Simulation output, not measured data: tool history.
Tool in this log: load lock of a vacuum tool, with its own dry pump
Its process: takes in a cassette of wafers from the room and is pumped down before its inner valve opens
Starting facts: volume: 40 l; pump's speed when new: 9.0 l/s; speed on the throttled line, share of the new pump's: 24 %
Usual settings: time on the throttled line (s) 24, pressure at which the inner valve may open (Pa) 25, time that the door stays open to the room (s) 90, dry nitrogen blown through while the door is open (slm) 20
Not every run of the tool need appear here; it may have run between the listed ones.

run,day,time on the throttled line (s),pressure at which the inner valve may open (Pa),time that the door stays open to the room (s),dry nitrogen blown through while the door is open (slm),"incoming humidity of the room's air, %",time from the closed door until the inner valve may open (s),rise of the pressure with all valves shut (Pa/min)
1,0.000,24,25,90,20,45.9,55.2,0.185
2,4.321,24,25,90,20,47.5,55.1,0.189
3,8.521,24,25,90,20,43.6,56.4,0.194
4,12.321,24,25,90,20,44.7,55.2,0.199
5,18.912,24,43,90,20,48.0,53.7,0.205
6,25.283,24,43,90,20,46.4,53.5,0.207
7,30.454,24,43,90,20,45.8,53.7,0.201
8,34.871,24,43,90,20,44.0,53.0,0.214
9,40.967,24,43,90,20,45.7,53.6,0.213
10,47.729,24,25,71,20,41.8,55.9,0.210
11,52.992,24,25,90,20,47.6,55.4,0.225
12,60.096,24,25,90,20,46.0,55.7,0.229
13,65.296,24,25,90,20,44.0,56.0,0.232
14,70.954,24,25,90,20,46.3,57.1,0.241
15,76.704,24,25,103,20,49.2,56.1,0.251
16,84.621,24,25,103,20,44.9,56.3,0.262
17,90.029,24,25,103,20,46.3,55.8,0.254
18,98.871,24,25,103,20,45.2,56.0,0.266
19,103.129,24,25,103,20,45.2,55.8,0.267
20,107.062,31,25,90,19,43.4,61.5,0.267
21,111.317,24,48,90,20,46.6,53.1,0.271
22,115.746,24,28,90,20,42.7,55.1,0.271
23,119.912,24,25,51,37,45.7,54.9,0.256
24,123.771,35,28,46,10,44.1,63.7,0.270
25,132.088,35,28,46,10,42.6,63.0,0.275
26,139.667,35,28,46,10,45.3,64.4,0.291
27,144.504,21,27,172,7,45.5,53.8,0.341
28,152.333,33,27,172,23,44.8,62.6,0.329
29,159.721,36,29,64,17,47.5,64.5,0.312
30,165.896,36,29,64,17,42.0,65.0,0.308
31,170.329,36,29,64,17,44.2,65.2,0.313
32,178.575,36,29,64,17,45.8,65.0,0.322
33,187.412,36,29,64,17,45.4,64.4,0.328
34,194.783,36,29,64,17,43.7,64.8,0.335
35,199.888,30,18,44,17,41.4,62.7,0.328
36,204.004,14,25,102,20,50.1,49.5,0.367
37,209.125,14,25,102,20,43.3,49.1,0.356

Alternative continuations, all from the tool just after run 37; predict every row:
A,214.496,19,25,40,26,44.0,?,?
B,214.496,24,20,90,41,43.6,?,?
C,214.496,17,25,102,22,49.9,?,?

run,time from the closed door until the inner valve may open (s),rise of the pressure with all valves shut (Pa/min)
A,52.7,0.339
B,57.3,0.351
C,51.6,0.370
With the hidden condition removed and each run's random variation left untouched, the same runs would have given:
run,time from the closed door until the inner valve may open (s),rise of the pressure with all valves shut (Pa/min)
A,51.2,0.022
B,55.8,0.033
C,50.1,0.049
